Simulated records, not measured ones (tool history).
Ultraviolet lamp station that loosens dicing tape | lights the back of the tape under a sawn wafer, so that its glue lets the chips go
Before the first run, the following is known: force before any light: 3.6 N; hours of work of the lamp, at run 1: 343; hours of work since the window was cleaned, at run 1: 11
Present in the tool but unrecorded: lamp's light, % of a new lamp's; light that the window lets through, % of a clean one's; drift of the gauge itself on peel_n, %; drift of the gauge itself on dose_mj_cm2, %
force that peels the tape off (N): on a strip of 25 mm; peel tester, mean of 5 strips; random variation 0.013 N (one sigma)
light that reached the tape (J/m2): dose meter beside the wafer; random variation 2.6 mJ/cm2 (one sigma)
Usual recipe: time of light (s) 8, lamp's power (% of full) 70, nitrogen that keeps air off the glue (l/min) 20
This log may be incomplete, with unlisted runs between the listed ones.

run   hour  time of light (s)  lamp's power (% of full)  nitrogen that keeps air off the glue (l/min)  hours of work of the lamp  hours of work since the window was cleaned  force that peels the tape off (N)  light that reached the tape (J/m2)
  1      0                  8                        70                                            20                        343                                          11                              0.782                                2930
  2   13.9                  8                        70                                            20                        353                                          22                              0.748                                2950
  3   26.7                  8                        70                                            20                        363                                          32                              0.766                                2880
  4   42.6                  8                        70                                            20                        375                                          44                              0.786                                2780
  5     58                  8                        70                                            20                        387                                          55                              0.792                                2780
  6     72                  8                        70                                            20                        398                                          66                              0.832                                2770
  7   85.1                  8                        70                                            20                        408                                          76                              0.832                                2730
  8  101.7                 13                        70                                            20                        420                                          89                              0.422                                4300
  9  121.3                 13                        70                                            20                        435                                         104                              0.419                                4250
 10  140.2                  8                        70                                            20                        450                                         118                              0.914                                2560
 11  160.9                  8                        70                                            20                        466                                         134                              0.901                                2560
 12  170.4                  8                        70                                            15                        473                                         141                              1.028                                2530
 13  192.4                  5                        70                                            20                        490                                         158                              1.514                                1560
 14  206.7                 11                        70                                            20                        501                                         169                              0.614                                3340
 15    228                 11                        97                                            20                        517                                         185                               0.39                                4610
 16  245.6                  8                        70                                            20                        530                                         199                              1.027                                2390
     247.4  -- window cleaned of glue's vapour
 17  257.4                  8                        70                                            12                        539                                           8                              1.272                                2170
 18  275.5                  8                        70                                            12                        553                                          21                              1.308                                2110
 19  297.6                  8                        70                                            12                        569                                          38                              1.325                                2070
 20  308.7                  8                        70                                            12                        578                                          47                              1.345                                2040
 21  326.3                  8                        70                                            20                        591                                          60                              1.196                                2000
 22  335.9                  8                        70                                            20                        599                                          68                              1.217                                1980
 23  356.1                  8                        64                                            20                        614                                          83                              1.377                                1810
     373.1  -- window cleaned of glue's vapour, once more
 24  378.7                 10                        64                                            31                        631                                           4                              0.653                                2960
 25  389.9                  9                        75                                            12                        639                                          13                              0.825                                3070
 26  402.2                  9                        75                                            12                        649                                          22                              0.841                                3050
 27  422.6                 11                        70                                            26                        664                                          38                              0.565                                3420
 28  441.4                  6                        94                                            38                        679                                          52                              0.812                                2440
 29  451.2                  6                        94                                            38                        686                                          60                              0.821                                2430
 30  464.3                  6                        94                                            38                        696                                          70                              0.837                                2390
 31  486.5                  8                        94                                            13                        713                                          86                              0.798                                3100
 32  507.6                  8                        94                                            13                        729                                         103                              0.819                                3090
 33  524.6                  8                        65                                            20                        742                                         116                              1.145                                2100
 34  541.6                  6                        79                                             7                        755                                         129                              1.629                                1880
 35  557.6                  8                        87                                            20                        767                                         141                              0.848                                2710
 36  575.2                  8                        60                                            17                        781                                         154                              1.354                                1850
 37  590.7                  6                        61                                            32                        793                                         166                              1.518                                1390
 38  610.9                  8                        70                                             7                        808                                         181                              1.457                                2080
 39  621.8                  5                        98                                             9                        816                                         190                              1.608                                1810
 40  635.6                  5                        98                                             9                        827                                         200                              1.683                                1810
 41    651                  5                        98                                             9                        839                                         212                              1.553                                1770
 42  668.8                  5                        78                                            24                        852                                         226                              1.628                                1370
 43  679.7                  5                        78                                            24                        861                                         234                              1.694                                1330
 44  697.3                  4                        61                                            17                        874                                         247                              2.297                                 850

3 options for the next run, each taken on its own from the tool as it stands now. Forecast them:
  A  714.1                  8                        82                                            10                        887                                         260                                  ?                                   ?
  B  714.1                  4                        80                                            38                        887                                         260                                  ?                                   ?
  C  714.1                 13                        95                                            38                        887                                         260                                  ?                                   ?

run  force that peels the tape off (N)  light that reached the tape (J/m2)
  A                              1.337                                2220
  B                               1.81                                1080
  C                              0.384                                4140
Without the tool's hidden state the same runs would have given:
run  force that peels the tape off (N)  light that reached the tape (J/m2)
  A                              0.666                                3970
  B                              1.088                                1920
  C                              0.194                                7410
